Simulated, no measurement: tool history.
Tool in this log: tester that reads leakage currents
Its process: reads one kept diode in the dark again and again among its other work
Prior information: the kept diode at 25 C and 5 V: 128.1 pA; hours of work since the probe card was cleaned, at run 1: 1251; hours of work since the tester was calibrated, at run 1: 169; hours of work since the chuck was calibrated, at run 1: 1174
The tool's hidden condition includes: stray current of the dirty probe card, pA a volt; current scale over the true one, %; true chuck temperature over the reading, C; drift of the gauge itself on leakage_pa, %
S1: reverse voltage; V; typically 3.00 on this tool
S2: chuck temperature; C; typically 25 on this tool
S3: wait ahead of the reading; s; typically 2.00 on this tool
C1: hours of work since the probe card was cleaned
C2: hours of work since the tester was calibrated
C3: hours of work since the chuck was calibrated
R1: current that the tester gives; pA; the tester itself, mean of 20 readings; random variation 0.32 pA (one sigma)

run,day,S1,S2,S3,C1,C2,C3,R1
1,0.000,3.00,25,2.00,1251,169,1174,104.73
2,1.492,3.00,25,2.00,1275,192,1198,105.13
3,2.938,3.00,25,2.00,1298,216,1221,104.82
4,3.779,3.00,25,2.00,1312,229,1235,105.11
5,4.804,3.00,25,2.00,1328,246,1251,104.78
6,6.108,3.00,25,2.00,1349,266,1272,105.30
7,7.683,2.63,25,2.00,1374,292,1297,99.79
8,9.033,12.67,25,2.00,1396,313,1319,188.11
9,10.542,12.67,25,2.00,1420,337,1343,187.54
10,11.704,3.00,25,6.13,1439,356,1361,104.58
11,13.079,3.00,25,6.13,1461,378,1384,104.73
12,14.512,3.00,25,6.13,1484,401,1406,104.49
13,15.479,3.00,25,6.13,1499,416,1422,104.50
14,17.058,3.00,56,2.00,1525,442,1447,1334.71
15,17.929,3.00,56,2.00,1539,456,1461,1329.89
16,19.179,3.00,56,2.00,1559,476,1481,1333.92
17,20.054,3.00,25,2.00,1573,490,1495,104.95
18,21.021,3.00,25,2.58,1588,505,1511,104.72
19,22.254,3.00,25,2.58,1608,525,1530,105.07
20,23.179,3.00,25,1.01,1623,540,1545,105.15
21,24.479,3.00,25,1.01,1643,561,1566,104.82
22,25.612,9.40,54,1.10,1662,579,1584,1818.59
23,26.788,2.28,42,3.96,1680,598,1603,402.40
24,27.904,6.12,54,2.53,1698,615,1621,1517.35
25,29.325,14.04,51,1.23,1721,638,1644,1691.21
26,31.125,2.15,24,8.93,1750,667,1673,83.53
27,32.700,19.56,34,0.31,1775,692,1698,505.95
28,33.688,1.04,22,0.97,1791,708,1714,52.43
29,34.679,1.04,22,0.97,1807,724,1729,52.39
30,35.725,3.00,39,2.85,1824,741,1746,350.38
31,36.712,3.00,30,2.00,1839,757,1762,163.40
32,37.450,3.00,30,2.00,1851,768,1774,163.64
33,38.875,3.00,28,2.00,1874,791,1797,137.00
34,39.958,19.74,30,1.38,1891,809,1814,351.96
35,41.433,3.00,25,3.22,1915,832,1838,104.89
# day 42.404: chuck's temperature calibrated
36,42.646,3.00,29,2.00,1933,850,4,150.37
37,44.125,3.00,29,2.00,1957,874,28,150.49
38,45.758,19.26,25,4.16,1983,900,54,221.32
39,46.550,3.00,46,7.07,1996,913,66,620.20
40,47.879,18.15,25,2.00,2017,934,88,216.47

Hidden condition of the tool, last listed run before each entry between runs versus first listed run after:
Run 35 -> run 36: chuck's temperature calibrated (day 42.404)
  stray current of the dirty probe card, pA a volt: 0.027 -> 0.028; true chuck temperature over the reading, C: -0.01 -> 0
  what was measured, less what the result would be without the hidden state, R1: -0.11 -> +0.03 pA
